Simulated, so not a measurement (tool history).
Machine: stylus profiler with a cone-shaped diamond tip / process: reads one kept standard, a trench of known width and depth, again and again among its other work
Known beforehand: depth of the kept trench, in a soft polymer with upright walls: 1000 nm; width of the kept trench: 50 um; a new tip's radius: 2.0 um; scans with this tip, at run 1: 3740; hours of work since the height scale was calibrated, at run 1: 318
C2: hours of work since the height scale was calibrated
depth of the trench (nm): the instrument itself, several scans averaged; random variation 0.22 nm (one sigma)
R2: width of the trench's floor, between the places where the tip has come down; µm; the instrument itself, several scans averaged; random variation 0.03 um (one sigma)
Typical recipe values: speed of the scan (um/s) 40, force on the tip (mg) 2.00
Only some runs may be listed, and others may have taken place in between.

Run 1, hour 0.0: usual settings; scans with this tip 3740; C2 318. Result: depth of the trench (nm) 1005.43, R2 45.79 µm.
Run 2, hour 21.5: usual settings but force on the tip (mg) 0.94; scans with this tip 3877; C2 329. Result: depth of the trench (nm) 1003.19, R2 45.60 µm.
Run 3, hour 38.4: usual settings but force on the tip (mg) 0.94; scans with this tip 3985; C2 338. Result: depth of the trench (nm) 1003.35, R2 45.59 µm.
Run 4, hour 55.2: usual settings but force on the tip (mg) 3.27; scans with this tip 4092; C2 348. Result: depth of the trench (nm) 1007.31, R2 45.72 µm.
Run 5, hour 70.8: usual settings but speed of the scan (um/s) 52; scans with this tip 4191; C2 356. Result: depth of the trench (nm) 1005.41, R2 45.67 µm.
Run 6, hour 87.7: usual settings but speed of the scan (um/s) 52; scans with this tip 4300; C2 365. Result: depth of the trench (nm) 1005.45, R2 45.65 µm.
Run 7, hour 104.9: usual settings but speed of the scan (um/s) 52; scans with this tip 4409; C2 374. Result: depth of the trench (nm) 1005.54, R2 45.64 µm.
Run 8, hour 119.7: usual settings but speed of the scan (um/s) 52; scans with this tip 4504; C2 382. Result: depth of the trench (nm) 1005.74, R2 45.58 µm.
Run 9, hour 134.0: usual settings; scans with this tip 4595; C2 390. Result: depth of the trench (nm) 1005.32, R2 45.61 µm.
Run 10, hour 148.0: usual settings; scans with this tip 4684; C2 398. Result: depth of the trench (nm) 1005.26, R2 45.63 µm.
Run 11, hour 157.7: usual settings; scans with this tip 4746; C2 403. Result: depth of the trench (nm) 1005.60, R2 45.65 µm.
Run 12, hour 169.4: usual settings but speed of the scan (um/s) 19; scans with this tip 4821; C2 409. Result: depth of the trench (nm) 1005.57, R2 45.71 µm.
Run 13, hour 191.9: usual settings but speed of the scan (um/s) 19; scans with this tip 4964; C2 422. Result: depth of the trench (nm) 1005.70, R2 45.76 µm.
Run 14, hour 203.2: usual settings but speed of the scan (um/s) 19; scans with this tip 5036; C2 428. Result: depth of the trench (nm) 1004.94, R2 45.74 µm.
Run 15, hour 226.1: usual settings but speed of the scan (um/s) 19; scans with this tip 5182; C2 440. Result: depth of the trench (nm) 1005.76, R2 45.71 µm.
Run 16, hour 235.8: usual settings but force on the tip (mg) 0.73; scans with this tip 5244; C2 445. Result: depth of the trench (nm) 1003.21, R2 45.40 µm.
Run 17, hour 253.5: usual settings but speed of the scan (um/s) 58; scans with this tip 5357; C2 455. Result: depth of the trench (nm) 1005.72, R2 45.42 µm.
Run 18, hour 267.4: usual settings but speed of the scan (um/s) 58; scans with this tip 5446; C2 462. Result: depth of the trench (nm) 1005.95, R2 45.42 µm.
Run 19, hour 282.0: usual settings but speed of the scan (um/s) 18, force on the tip (mg) 3.74; scans with this tip 5539; C2 470. Result: depth of the trench (nm) 1008.21, R2 45.67 µm.
At hour 283.9: height scale calibrated on a step standard.
Run 20, hour 303.8: usual settings but speed of the scan (um/s) 102, force on the tip (mg) 3.26; scans with this tip 5675; C2 11. Result: depth of the trench (nm) 1008.25, R2 45.31 µm.
Run 21, hour 313.5: usual settings but speed of the scan (um/s) 102, force on the tip (mg) 1.00; scans with this tip 5736; C2 16. Result: depth of the trench (nm) 1004.47, R2 44.89 µm.
Run 22, hour 326.6: usual settings but speed of the scan (um/s) 11, force on the tip (mg) 3.37; scans with this tip 5820; C2 23. Result: depth of the trench (nm) 1008.08, R2 45.72 µm.
Run 23, hour 338.4: usual settings but speed of the scan (um/s) 11, force on the tip (mg) 3.37; scans with this tip 5895; C2 30. Result: depth of the trench (nm) 1008.17, R2 45.69 µm.
Run 24, hour 349.2: usual settings but speed of the scan (um/s) 11, force on the tip (mg) 3.37; scans with this tip 5964; C2 35. Result: depth of the trench (nm) 1008.56, R2 45.70 µm.
Run 25, hour 362.4: usual settings but speed of the scan (um/s) 36, force on the tip (mg) 5.77; scans with this tip 6048; C2 43. Result: depth of the trench (nm) 1011.67, R2 45.62 µm.
At hour 373.0: height scale calibrated on a step standard, once more.
Run 26, hour 382.8: usual settings but speed of the scan (um/s) 36, force on the tip (mg) 1.42; scans with this tip 6175; C2 5. Result: depth of the trench (nm) 1004.00, R2 45.42 µm.
Run 27, hour 397.3: usual settings but speed of the scan (um/s) 31, force on the tip (mg) 1.08; scans with this tip 6268; C2 13. Result: depth of the trench (nm) 1003.39, R2 45.43 µm.
Run 28, hour 421.0: usual settings but speed of the scan (um/s) 31, force on the tip (mg) 1.08; scans with this tip 6419; C2 26. Result: depth of the trench (nm) 1003.74, R2 45.41 µm.
Run 29, hour 432.8: usual settings but speed of the scan (um/s) 43, force on the tip (mg) 5.42; scans with this tip 6494; C2 32. Result: depth of the trench (nm) 1009.69, R2 45.51 µm.
Run 30, hour 444.8: usual settings but speed of the scan (um/s) 144, force on the tip (mg) 3.06; scans with this tip 6571; C2 39. Result: depth of the trench (nm) 1006.69, R2 44.97 µm.
Run 31, hour 463.7: usual settings but speed of the scan (um/s) 22, force on the tip (mg) 2.92; scans with this tip 6691; C2 49. Result: depth of the trench (nm) 1006.10, R2 45.56 µm.
Run 32, hour 481.5: usual settings but speed of the scan (um/s) 22, force on the tip (mg) 2.92; scans with this tip 6805; C2 59. Result: depth of the trench (nm) 1006.78, R2 45.51 µm.
Run 33, hour 505.3: usual settings but speed of the scan (um/s) 38, force on the tip (mg) 1.73; scans with this tip 6957; C2 72. Result: depth of the trench (nm) 1004.56, R2 45.42 µm.
Run 34, hour 527.5: usual settings but speed of the scan (um/s) 110, force on the tip (mg) 1.31; scans with this tip 7098; C2 84. Result: depth of the trench (nm) 1004.32, R2 44.73 µm.

The logged runs with the hidden state left out (each run's random variation unchanged):
The tool's hidden condition here consists of: radius of the tip, um; height scale over the true one, %; drift of the gauge itself on depth_nm, %; drift of the gauge itself on floor_um, %.
run  depth of the trench (nm)     R2
  1                   1005.16  46.34
  2                   1002.90  46.16
  3                   1003.02  46.17
  4                   1006.96  46.31
  5                   1005.04  46.27
  6                   1005.06  46.26
  7                   1005.12  46.26
  8                   1005.30  46.22
  9                   1004.86  46.26
 10                   1004.77  46.28
 11                   1005.09  46.31
 12                   1005.05  46.38
 13                   1005.15  46.45
 14                   1004.37  46.44
 15                   1005.15  46.42
 16                   1002.59  46.12
 17                   1005.08  46.15
 18                   1005.29  46.16
 19                   1007.52  46.42
 20                   1007.28  46.08
 21                   1003.49  45.66
 22                   1007.08  46.50
 23                   1007.15  46.48
 24                   1007.52  46.49
 25                   1010.61  46.42
 26                   1003.98  46.24
 27                   1003.35  46.26
 28                   1003.66  46.26
 29                   1009.60  46.36
 30                   1006.58  45.83
 31                   1005.96  46.44
 32                   1006.62  46.40
 33                   1004.36  46.32
 34                   1004.09  45.65
